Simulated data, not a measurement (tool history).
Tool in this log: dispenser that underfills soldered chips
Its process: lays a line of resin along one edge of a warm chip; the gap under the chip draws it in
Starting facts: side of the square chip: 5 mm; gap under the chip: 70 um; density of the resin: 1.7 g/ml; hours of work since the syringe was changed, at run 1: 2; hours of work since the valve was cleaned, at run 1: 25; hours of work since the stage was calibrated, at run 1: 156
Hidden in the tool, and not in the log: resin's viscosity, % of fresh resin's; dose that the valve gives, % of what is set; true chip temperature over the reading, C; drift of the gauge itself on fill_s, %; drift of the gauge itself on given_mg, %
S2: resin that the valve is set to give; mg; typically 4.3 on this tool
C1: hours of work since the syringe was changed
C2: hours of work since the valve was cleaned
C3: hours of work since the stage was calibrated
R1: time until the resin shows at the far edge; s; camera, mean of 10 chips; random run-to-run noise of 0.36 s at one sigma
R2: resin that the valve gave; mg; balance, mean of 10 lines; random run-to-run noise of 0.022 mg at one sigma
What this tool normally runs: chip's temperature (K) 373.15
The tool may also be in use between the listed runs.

{"run": 1, "hour": 0.0, "chip's temperature (K)": 373.15, "S2": 4.3, "C1": 2, "C2": 25, "C3": 156, "R1": 25.8, "R2": 4.25}
{"run": 2, "hour": 3.3, "chip's temperature (K)": 373.15, "S2": 4.3, "C1": 5, "C2": 27, "C3": 159, "R1": 31.5, "R2": 4.24}
{"run": 3, "hour": 8.0, "chip's temperature (K)": 373.15, "S2": 4.3, "C1": 9, "C2": 31, "C3": 162, "R1": 42.2, "R2": 4.23}
{"run": 4, "hour": 11.2, "chip's temperature (K)": 373.15, "S2": 4.3, "C1": 11, "C2": 33, "C3": 165, "R1": 51.6, "R2": 4.25}
{"hour": 12.0, "done": "new syringe of resin"}
{"run": 5, "hour": 14.5, "chip's temperature (K)": 373.15, "S2": 4.3, "C1": 2, "C2": 36, "C3": 167, "R1": 24.3, "R2": 4.24}
{"run": 6, "hour": 18.6, "chip's temperature (K)": 373.15, "S2": 4.34, "C1": 5, "C2": 39, "C3": 170, "R1": 31, "R2": 4.26}
{"run": 7, "hour": 24.3, "chip's temperature (K)": 373.15, "S2": 4.34, "C1": 9, "C2": 43, "C3": 175, "R1": 44.1, "R2": 4.26}
{"hour": 27.1, "done": "new syringe of resin"}
{"run": 8, "hour": 27.2, "chip's temperature (K)": 369.15, "S2": 4.3, "C1": 0, "C2": 45, "C3": 177, "R1": 24.5, "R2": 4.18}
{"run": 9, "hour": 30.2, "chip's temperature (K)": 373.15, "S2": 4.3, "C1": 2, "C2": 47, "C3": 179, "R1": 25.4, "R2": 4.17}
{"run": 10, "hour": 33.6, "chip's temperature (K)": 388.15, "S2": 4.3, "C1": 5, "C2": 50, "C3": 181, "R1": 18.8, "R2": 4.17}
{"run": 11, "hour": 36.1, "chip's temperature (K)": 375.15, "S2": 4.3, "C1": 7, "C2": 52, "C3": 183, "R1": 33.9, "R2": 4.17}
{"run": 12, "hour": 38.8, "chip's temperature (K)": 375.15, "S2": 4.3, "C1": 9, "C2": 54, "C3": 185, "R1": 39.8, "R2": 4.17}
{"hour": 42.2, "done": "new syringe of resin"}
{"run": 13, "hour": 45.1, "chip's temperature (K)": 373.15, "S2": 4.3, "C1": 2, "C2": 59, "C3": 190, "R1": 24.6, "R2": 4.13}
{"run": 14, "hour": 47.7, "chip's temperature (K)": 373.15, "S2": 4.3, "C1": 4, "C2": 60, "C3": 192, "R1": 28.5, "R2": 4.16}
{"run": 15, "hour": 50.2, "chip's temperature (K)": 388.15, "S2": 4.41, "C1": 6, "C2": 62, "C3": 194, "R1": 20.9, "R2": 4.24}
{"run": 16, "hour": 55.1, "chip's temperature (K)": 388.15, "S2": 4.41, "C1": 10, "C2": 66, "C3": 198, "R1": 28.2, "R2": 4.25}
{"hour": 57.5, "done": "new syringe of resin"}
{"run": 17, "hour": 60.1, "chip's temperature (K)": 388.15, "S2": 4.41, "C1": 2, "C2": 70, "C3": 201, "R1": 15.5, "R2": 4.24}
{"run": 18, "hour": 62.6, "chip's temperature (K)": 361.15, "S2": 5.27, "C1": 4, "C2": 72, "C3": 203, "R1": 42.2, "R2": 5.07}
{"run": 19, "hour": 65.2, "chip's temperature (K)": 361.15, "S2": 5.27, "C1": 6, "C2": 74, "C3": 205, "R1": 48.8, "R2": 5.05}
{"run": 20, "hour": 69.1, "chip's temperature (K)": 362.15, "S2": 5.47, "C1": 9, "C2": 77, "C3": 208, "R1": 60.1, "R2": 5.22}

Run 21, settings as shown, results not yet in. Your forecast:
{"hour": 72.7, "done": "new syringe of resin"}
{"run": 21, "hour": 75.3, "chip's temperature (K)": 385.15, "S2": 4.91, "C1": 2, "C2": 81, "C3": 213, "R1": "?", "R2": "?"}

{"run 21": {"R1": 16.7, "R2": 4.67}}
Minus the tool's unlogged condition, the same run would have read R1 13.9 s, R2 4.9 mg.
